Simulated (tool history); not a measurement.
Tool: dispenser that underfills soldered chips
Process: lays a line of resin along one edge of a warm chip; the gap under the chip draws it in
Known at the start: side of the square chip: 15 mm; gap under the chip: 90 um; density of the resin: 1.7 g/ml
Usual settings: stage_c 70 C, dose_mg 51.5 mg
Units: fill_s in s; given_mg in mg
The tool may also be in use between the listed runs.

run,hour,stage_c,dose_mg,fill_s,given_mg
1,0.0,70,51.5,167.3,50.67
2,10.9,70,51.5,313.7,50.38
# hour 12.3: new syringe of resin
3,18.2,70,51.5,220.9,50.36
# hour 25.8: new syringe of resin
4,28.5,65,51.5,224.9,50.19
# hour 39.1: new syringe of resin
5,39.1,70,50.4,156.2,48.84
6,49.5,70,51.5,281.3,50.02
# hour 53.2: new syringe of resin
7,59.5,69,51.5,234.1,49.66
# hour 67.0: new syringe of resin
8,74.0,69,51.5,241.2,49.76
# hour 80.2: new syringe of resin
9,89.2,69,51.5,281.4,49.31
# hour 94.0: new syringe of resin
10,104.2,69,51.5,284.9,49.04
# hour 108.1: new syringe of resin
11,111.9,69,51.5,202.1,48.98

Hidden state or all else? Some run-to-run changes of fill_s, split into what the settings, what came in and random variation would give without the hidden state, and what is left for the hidden state (with any gauge scatter that isn't in both results):
The hidden state here: resin's viscosity, % of fresh resin's; dose that the valve gives, % of what is set; true chip temperature over the reading, C; drift of the gauge itself on fill_s, %; drift of the gauge itself on given_mg, %.
Run 1 -> 2: no setting changed, nothing entered. fill_s +146.4 s: hidden state +145.7, all else +0.7.
